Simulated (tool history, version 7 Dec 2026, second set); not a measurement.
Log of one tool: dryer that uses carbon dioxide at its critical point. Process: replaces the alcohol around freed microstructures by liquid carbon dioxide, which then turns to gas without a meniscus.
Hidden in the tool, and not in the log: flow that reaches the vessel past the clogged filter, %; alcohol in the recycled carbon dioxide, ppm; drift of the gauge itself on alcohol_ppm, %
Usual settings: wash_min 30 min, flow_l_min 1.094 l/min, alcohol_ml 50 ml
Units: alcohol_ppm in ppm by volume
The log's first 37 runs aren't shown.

run,hour,wash_min,flow_l_min,alcohol_ml,hours of work since the filter was changed,hours of work since the purifier's bed was changed,alcohol_ppm
38,1344.5,30,0.740,50,523,694,258
# hour 1364.7: inlet filter changed
39,1380.1,29,1.830,63,12,721,65
40,1410.5,30,0.700,31,35,745,163
41,1436.7,30,0.700,31,56,765,164
42,1477.2,26,1.580,35,87,796,62
43,1500.8,42,0.680,50,105,815,106
44,1537.2,42,0.680,50,134,843,94
45,1581.8,42,0.680,33,168,877,91
46,1626.0,42,0.680,33,203,912,96
47,1657.4,33,1.050,50,227,936,83
48,1704.6,33,1.050,32,263,973,94

Forecast each of these 3 alternatives for the next run:
A,1725.9,23,1.360,27,280,989,?
B,1725.9,21,0.940,50,280,989,?
C,1725.9,24,1.340,80,280,989,?

run,alcohol_ppm
A,97
B,335
C,121
Without the tool's hidden state the same runs would have given:
run,alcohol_ppm
A,19
B,211
C,36
